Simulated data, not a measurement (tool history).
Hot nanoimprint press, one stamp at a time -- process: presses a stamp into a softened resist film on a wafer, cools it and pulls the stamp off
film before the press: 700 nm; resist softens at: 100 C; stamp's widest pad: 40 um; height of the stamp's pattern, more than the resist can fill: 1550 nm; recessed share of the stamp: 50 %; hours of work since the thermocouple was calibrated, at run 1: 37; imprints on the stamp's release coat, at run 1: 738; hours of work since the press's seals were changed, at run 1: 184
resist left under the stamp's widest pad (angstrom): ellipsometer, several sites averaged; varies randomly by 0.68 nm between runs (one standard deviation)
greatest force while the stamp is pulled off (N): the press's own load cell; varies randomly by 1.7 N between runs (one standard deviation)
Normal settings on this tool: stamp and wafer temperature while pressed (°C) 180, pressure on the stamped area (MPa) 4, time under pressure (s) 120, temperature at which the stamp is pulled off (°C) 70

run,hour,stamp and wafer temperature while pressed (°C),pressure on the stamped area (MPa),time under pressure (s),temperature at which the stamp is pulled off (°C),hours of work since the thermocouple was calibrated,imprints on the stamp's release coat,hours of work since the press's seals were changed,resist left under the stamp's widest pad (angstrom),greatest force while the stamp is pulled off (N)
1,0,180,4,120,70,37,738,184,2655,196
2,11.6,180,4,120,70,42,763,189,2652,195
3,22.2,180,4,120,70,47,786,193,2674,198
4,27.7,169,4,120,70,49,798,196,3654,196
5,38.7,180,4,120,60,54,822,200,2673,215
6,48.2,180,4,120,60,58,843,204,2678,216

Forecast run 7:
7,56.2,180,4,120,70,61,860,208,?,?

resist left under the stamp's widest pad (angstrom): 2671
greatest force while the stamp is pulled off (N): 200
Were there no unlogged condition in the tool, this run, its random variation unchanged, would have produced resist left under the stamp's widest pad (angstrom) 2686, greatest force while the stamp is pulled off (N) 184.
